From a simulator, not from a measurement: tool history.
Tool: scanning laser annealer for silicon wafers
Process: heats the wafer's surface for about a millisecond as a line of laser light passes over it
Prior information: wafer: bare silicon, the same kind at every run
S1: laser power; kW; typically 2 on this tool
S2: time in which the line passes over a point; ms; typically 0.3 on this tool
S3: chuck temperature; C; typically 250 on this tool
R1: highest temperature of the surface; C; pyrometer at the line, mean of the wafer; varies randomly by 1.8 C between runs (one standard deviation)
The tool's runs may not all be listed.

Run 1, hour 0: usual settings. Result: R1 1037 C.
Run 2, hour 7.8: usual settings. Result: R1 1035 C.
Run 3, hour 17.2: usual settings. Result: R1 1034 C.
Run 4, hour 25.4: usual settings. Result: R1 1033 C.
Run 5, hour 34.4: usual settings. Result: R1 1033 C.
Run 6, hour 42.2: usual settings. Result: R1 1032 C.
Run 7, hour 52: usual settings. Result: R1 1033 C.
Run 8, hour 59.2: usual settings. Result: R1 1035 C.
Run 9, hour 67.7: usual settings but S3 253 C. Result: R1 1035 C.
Run 10, hour 75.7: usual settings. Result: R1 1030 C.
Run 11, hour 84.4: usual settings but S2 0.321 ms. Result: R1 1055 C.
Run 12, hour 93.5: usual settings but S2 0.321 ms. Result: R1 1059 C.
Run 13, hour 103.9: usual settings but S2 0.271 ms. Result: R1 993 C.
Run 14, hour 108.8: usual settings but S2 0.271 ms. Result: R1 989 C.
Run 15, hour 120.5: usual settings. Result: R1 1026 C.
Run 16, hour 131.4: usual settings. Result: R1 1026 C.
Run 17, hour 136.4: usual settings. Result: R1 1029 C.
Run 18, hour 144.7: usual settings. Result: R1 1028 C.
Run 19, hour 149.9: usual settings. Result: R1 1027 C.
Run 20, hour 158.5: usual settings. Result: R1 1026 C.
Run 21, hour 163.6: usual settings but S1 1.889 kW, S2 0.307 ms, S3 231 C. Result: R1 960 C.
Run 22, hour 174.6: usual settings but S1 1.921 kW, S2 0.281 ms, S3 259 C. Result: R1 973 C.
Run 23, hour 180.7: usual settings but S1 2.086 kW, S2 0.337 ms, S3 264 C. Result: R1 1136 C.
Run 24, hour 190.3: usual settings but S1 2.086 kW, S2 0.337 ms, S3 264 C. Result: R1 1131 C.

Estimate the outcome of run 25 from the log above:
Run 25, hour 200.1: usual settings but S1 1.991 kW, S3 241 C. Result: R1 ?.

{"run 25": {"R1": 1014}}
With the hidden condition absent and the run-to-run variation left alone, this run would have shown R1 1052 C.
